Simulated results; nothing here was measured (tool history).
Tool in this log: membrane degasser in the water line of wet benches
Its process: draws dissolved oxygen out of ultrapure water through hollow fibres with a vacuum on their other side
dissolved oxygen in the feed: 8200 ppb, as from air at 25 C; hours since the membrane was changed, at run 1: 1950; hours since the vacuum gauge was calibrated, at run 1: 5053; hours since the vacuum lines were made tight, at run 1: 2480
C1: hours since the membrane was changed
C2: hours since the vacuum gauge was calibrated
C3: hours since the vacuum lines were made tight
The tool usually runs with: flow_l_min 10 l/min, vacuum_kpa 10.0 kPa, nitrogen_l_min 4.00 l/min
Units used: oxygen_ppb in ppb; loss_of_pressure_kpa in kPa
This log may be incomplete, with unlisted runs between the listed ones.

{"run": 1, "day": 0.0, "flow_l_min": 10, "vacuum_kpa": 10.0, "nitrogen_l_min": 4.0, "C1": 1950, "C2": 5053, "C3": 2480, "oxygen_ppb": 67.8, "loss_of_pressure_kpa": 26.59}
{"run": 2, "day": 1.946, "flow_l_min": 10, "vacuum_kpa": 10.0, "nitrogen_l_min": 4.0, "C1": 1997, "C2": 5100, "C3": 2527, "oxygen_ppb": 67.1, "loss_of_pressure_kpa": 26.44}
{"run": 3, "day": 5.296, "flow_l_min": 10, "vacuum_kpa": 10.0, "nitrogen_l_min": 4.0, "C1": 2077, "C2": 5181, "C3": 2607, "oxygen_ppb": 67.3, "loss_of_pressure_kpa": 26.01}
{"run": 4, "day": 7.608, "flow_l_min": 10, "vacuum_kpa": 10.0, "nitrogen_l_min": 4.0, "C1": 2133, "C2": 5236, "C3": 2663, "oxygen_ppb": 67.9, "loss_of_pressure_kpa": 26.72}
{"day": 7.925, "done": "vacuum gauge calibrated"}
{"run": 5, "day": 10.692, "flow_l_min": 10, "vacuum_kpa": 10.0, "nitrogen_l_min": 4.0, "C1": 2206, "C2": 66, "C3": 2736, "oxygen_ppb": 68.8, "loss_of_pressure_kpa": 26.45}
{"run": 6, "day": 14.871, "flow_l_min": 10, "vacuum_kpa": 10.0, "nitrogen_l_min": 4.0, "C1": 2307, "C2": 167, "C3": 2836, "oxygen_ppb": 67.2, "loss_of_pressure_kpa": 26.38}
{"run": 7, "day": 17.192, "flow_l_min": 10, "vacuum_kpa": 8.1, "nitrogen_l_min": 2.22, "C1": 2362, "C2": 222, "C3": 2892, "oxygen_ppb": 81.9, "loss_of_pressure_kpa": 26.5}
{"run": 8, "day": 20.917, "flow_l_min": 14, "vacuum_kpa": 8.2, "nitrogen_l_min": 4.09, "C1": 2452, "C2": 312, "C3": 2981, "oxygen_ppb": 116.9, "loss_of_pressure_kpa": 37.02}
{"run": 9, "day": 24.104, "flow_l_min": 11, "vacuum_kpa": 8.5, "nitrogen_l_min": 2.94, "C1": 2528, "C2": 388, "C3": 3058, "oxygen_ppb": 87.2, "loss_of_pressure_kpa": 29.2}
{"run": 10, "day": 26.438, "flow_l_min": 10, "vacuum_kpa": 10.0, "nitrogen_l_min": 2.73, "C1": 2584, "C2": 444, "C3": 3114, "oxygen_ppb": 88.9, "loss_of_pressure_kpa": 26.59}

Branching from run 10: 3 alternative next runs. What would each branch give?
{"run": "A", "day": 30.612, "flow_l_min": 9, "vacuum_kpa": 10.0, "nitrogen_l_min": 11.07, "C1": 2685, "C2": 544, "C3": 3214, "oxygen_ppb": "?", "loss_of_pressure_kpa": "?"}
{"run": "B", "day": 30.612, "flow_l_min": 10, "vacuum_kpa": 10.0, "nitrogen_l_min": 2.04, "C1": 2685, "C2": 544, "C3": 3214, "oxygen_ppb": "?", "loss_of_pressure_kpa": "?"}
{"run": "C", "day": 30.612, "flow_l_min": 8, "vacuum_kpa": 6.5, "nitrogen_l_min": 9.82, "C1": 2685, "C2": 544, "C3": 3214, "oxygen_ppb": "?", "loss_of_pressure_kpa": "?"}

run=A oxygen_ppb=30.4 loss_of_pressure_kpa=23.69
run=B oxygen_ppb=109.1 loss_of_pressure_kpa=26.43
run=C oxygen_ppb=17.2 loss_of_pressure_kpa=21.33
With no hidden state in the tool, these same runs would have given:
run=A oxygen_ppb=28.1 loss_of_pressure_kpa=23.40
run=B oxygen_ppb=101.8 loss_of_pressure_kpa=26.10
run=C oxygen_ppb=15.7 loss_of_pressure_kpa=21.07
